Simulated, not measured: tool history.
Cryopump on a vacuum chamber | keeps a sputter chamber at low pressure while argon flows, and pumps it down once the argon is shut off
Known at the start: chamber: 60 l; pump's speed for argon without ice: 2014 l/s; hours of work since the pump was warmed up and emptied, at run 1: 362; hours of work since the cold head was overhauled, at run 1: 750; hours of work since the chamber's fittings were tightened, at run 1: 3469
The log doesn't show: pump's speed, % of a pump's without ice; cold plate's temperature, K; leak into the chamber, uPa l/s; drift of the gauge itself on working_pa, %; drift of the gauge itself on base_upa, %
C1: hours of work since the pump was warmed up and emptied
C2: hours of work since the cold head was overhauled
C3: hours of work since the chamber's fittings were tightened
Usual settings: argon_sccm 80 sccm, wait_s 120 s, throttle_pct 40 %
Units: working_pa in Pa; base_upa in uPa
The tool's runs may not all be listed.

run 1 day=0.000 | argon_sccm=80 wait_s=120 throttle_pct=40 | C1=362 C2=750 C3=3469 | working_pa=0.1909 base_upa=1.13
run 2 day=0.842 | argon_sccm=33 wait_s=120 throttle_pct=40 | C1=374 C2=762 C3=3480 | working_pa=0.0784 base_upa=1.08
-- day=1.575 pump warmed up, emptied and cooled again
run 3 day=2.079 | argon_sccm=80 wait_s=120 throttle_pct=40 | C1=7 C2=776 C3=3495 | working_pa=0.1684 base_upa=0.84
run 4 day=2.754 | argon_sccm=80 wait_s=120 throttle_pct=40 | C1=16 C2=786 C3=3504 | working_pa=0.1694 base_upa=0.93
run 5 day=4.075 | argon_sccm=80 wait_s=120 throttle_pct=40 | C1=35 C2=804 C3=3523 | working_pa=0.1705 base_upa=0.91
run 6 day=4.862 | argon_sccm=41 wait_s=120 throttle_pct=40 | C1=46 C2=815 C3=3534 | working_pa=0.0875 base_upa=0.94
run 7 day=6.183 | argon_sccm=41 wait_s=120 throttle_pct=40 | C1=64 C2=833 C3=3552 | working_pa=0.0871 base_upa=0.89
run 8 day=7.117 | argon_sccm=122 wait_s=68 throttle_pct=40 | C1=77 C2=846 C3=3565 | working_pa=0.2632 base_upa=1.04
run 9 day=7.738 | argon_sccm=139 wait_s=83 throttle_pct=22 | C1=86 C2=855 C3=3574 | working_pa=0.5357 base_upa=0.98
run 10 day=9.092 | argon_sccm=103 wait_s=54 throttle_pct=54 | C1=105 C2=874 C3=3593 | working_pa=0.1658 base_upa=1.16
run 11 day=9.825 | argon_sccm=145 wait_s=81 throttle_pct=37 | C1=115 C2=884 C3=3603 | working_pa=0.3396 base_upa=1.01
run 12 day=11.192 | argon_sccm=145 wait_s=81 throttle_pct=37 | C1=134 C2=903 C3=3622 | working_pa=0.3406 base_upa=1.02
run 13 day=12.412 | argon_sccm=54 wait_s=81 throttle_pct=30 | C1=151 C2=920 C3=3639 | working_pa=0.1550 base_upa=1.09

Forecast each of these 4 alternatives for the next run:
run A day=13.038 | argon_sccm=39 wait_s=128 throttle_pct=36 | C1=160 C2=929 C3=3648 | working_pa=? base_upa=?
run B day=13.038 | argon_sccm=139 wait_s=25 throttle_pct=59 | C1=160 C2=929 C3=3648 | working_pa=? base_upa=?
run C day=13.038 | argon_sccm=50 wait_s=59 throttle_pct=26 | C1=160 C2=929 C3=3648 | working_pa=? base_upa=?
run D day=13.038 | argon_sccm=54 wait_s=51 throttle_pct=30 | C1=160 C2=929 C3=3648 | working_pa=? base_upa=?

run=A working_pa=0.0954 base_upa=0.99
run=B working_pa=0.2120 base_upa=1.60
run=C working_pa=0.1675 base_upa=1.15
run=D working_pa=0.1562 base_upa=1.17
Without the tool's hidden state the same runs would have given:
run=A working_pa=0.0914 base_upa=0.29
run=B working_pa=0.1976 base_upa=0.92
run=C working_pa=0.1622 base_upa=0.45
run=D working_pa=0.1506 base_upa=0.49

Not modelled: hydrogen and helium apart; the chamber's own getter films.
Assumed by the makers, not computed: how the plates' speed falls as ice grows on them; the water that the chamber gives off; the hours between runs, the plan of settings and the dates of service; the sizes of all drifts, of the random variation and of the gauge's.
